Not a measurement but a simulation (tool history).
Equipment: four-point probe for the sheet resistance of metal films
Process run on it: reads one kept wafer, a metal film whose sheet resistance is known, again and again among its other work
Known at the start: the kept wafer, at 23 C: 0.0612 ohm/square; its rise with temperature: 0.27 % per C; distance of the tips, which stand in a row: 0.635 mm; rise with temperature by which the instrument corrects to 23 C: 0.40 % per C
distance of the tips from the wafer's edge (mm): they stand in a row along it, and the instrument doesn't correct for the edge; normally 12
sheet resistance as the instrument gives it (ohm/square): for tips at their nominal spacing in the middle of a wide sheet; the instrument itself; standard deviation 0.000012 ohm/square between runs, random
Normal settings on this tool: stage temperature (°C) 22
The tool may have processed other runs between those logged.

run    hour  stage temperature (°C)  distance of the tips from the wafer's edge (mm)  sheet resistance as the instrument gives it (ohm/square)
  1       0                      22                                               12                                                  0.061348
  2    36.2                      22                                                3                                                  0.062679
  3    85.8                      22                                               12                                                    0.0613
  4   107.2                      22                                               12                                                  0.061322
  5   141.9                      22                                               71                                                  0.061216
  6   180.2                      22                                               71                                                  0.061202
  7   207.1                      22                                               71                                                  0.061197
  8   253.8                      22                                               71                                                  0.061161
  9   281.6                      22                                               71                                                   0.06115
 10   329.5                      22                                               71                                                  0.061134
 11     364                      22                                               52                                                  0.061114
 12   407.4                      22                                               52                                                  0.061102
 13   438.7                      22                                               52                                                  0.061111
 14   467.9                      22                                               52                                                  0.061079
 15   494.9                      22                                                5                                                  0.061577
 16   533.7                      22                                               12                                                  0.061118
 17   584.1                      22                                               12                                                   0.06111
 18   618.3                      28                                               12                                                  0.060635
 19   654.3                      22                                                5                                                  0.061487
 20   693.5                      22                                               43                                                  0.060976
 21   735.6                      21                                               12                                                  0.061141
 22   777.5                      23                                               12                                                   0.06094
 23   815.1                      23                                               12                                                  0.060952
 24   836.1                      27                                               31                                                  0.060546
 25   871.6                      29                                                8                                                  0.060572
 26   911.2                      29                                                8                                                  0.060543
 27   944.5                      29                                                8                                                  0.060537
 28   988.2                      25                                                5                                                  0.061126
 29  1036.4                      30                                               33                                                  0.060235
 30  1083.2                      20                                               10                                                   0.06109
 31  1122.5                      30                                                4                                                  0.060983
 32  1166.3                      20                                                4                                                  0.061779
 33  1199.7                      20                                                4                                                  0.061733
 34    1231                      23                                                7                                                  0.060952
 35  1268.2                      20                                               10                                                  0.061028
 36  1316.7                      28                                               14                                                  0.060349
 37  1360.2                      26                                                4                                                  0.061215
 38  1409.7                      22                                               17                                                  0.060753
 39  1452.8                      21                                                6                                                  0.061117
 40    1488                      27                                               12                                                  0.060349
 41  1534.8                      27                                               12                                                  0.060337
 42  1584.9                      27                                               12                                                  0.060327
 43  1608.3                      22                                               42                                                  0.061342
 44  1641.2                      22                                               42                                                  0.061356

Not shown: 1 entry that the log had between the listed runs. Between which runs, and how does the tool's hidden state differ before and after?
From run 42 to run 43: new probe head fitted (hour 1607)
  inner tips' distance over the nominal, %: -0.911 -> 0.207; tips' flats over new ones', %: 137 -> 0
  measured value less the no-hidden-state value, sheet resistance as the instrument gives it (ohm/square): -0.000658 -> +0.000078

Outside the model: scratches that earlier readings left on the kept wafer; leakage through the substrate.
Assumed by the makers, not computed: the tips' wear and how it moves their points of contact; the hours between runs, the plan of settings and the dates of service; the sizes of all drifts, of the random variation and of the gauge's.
